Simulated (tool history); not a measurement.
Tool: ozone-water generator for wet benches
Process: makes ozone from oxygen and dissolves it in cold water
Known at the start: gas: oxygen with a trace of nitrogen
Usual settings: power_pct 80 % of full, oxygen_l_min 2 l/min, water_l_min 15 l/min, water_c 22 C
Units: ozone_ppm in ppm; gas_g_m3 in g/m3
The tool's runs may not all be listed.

| run | hour | power_pct | oxygen_l_min | water_l_min | water_c | ozone_ppm | gas_g_m3 |
|---|---|---|---|---|---|---|---|
| 1 | 0 | 80 | 2 | 15 | 22 | 12.2 | 182.4 |
| 2 | 160.9 | 80 | 2 | 15 | 22 | 12 | 182.6 |
| 3 | 251.3 | 80 | 2 | 15 | 22 | 12.2 | 181.9 |
| 4 | 357.4 | 80 | 2 | 15 | 17 | 12.6 | 182 |
| 5 | 506 | 80 | 2 | 15 | 17 | 12.5 | 181.6 |
| 6 | 630.2 | 80 | 2 | 15 | 17 | 12.5 | 180.9 |
| 7 | 786.6 | 80 | 2 | 14 | 17 | 13.4 | 180.9 |
| 8 | 875.9 | 80 | 2 | 14 | 17 | 13.4 | 181.1 |
| 9 | 1062 | 80 | 2 | 10 | 14 | 18.9 | 180.1 |

The next listed run, before its measurement:
| 10 | 1155.7 | 80 | 2 | 10 | 14 | ? | ? |

Run 10 gave ozone_ppm 18.7 ppm, gas_g_m3 180 g/m3.
Without the tool's hidden state the same run would have given ozone_ppm 21.2 ppm, gas_g_m3 198.4 g/m3.
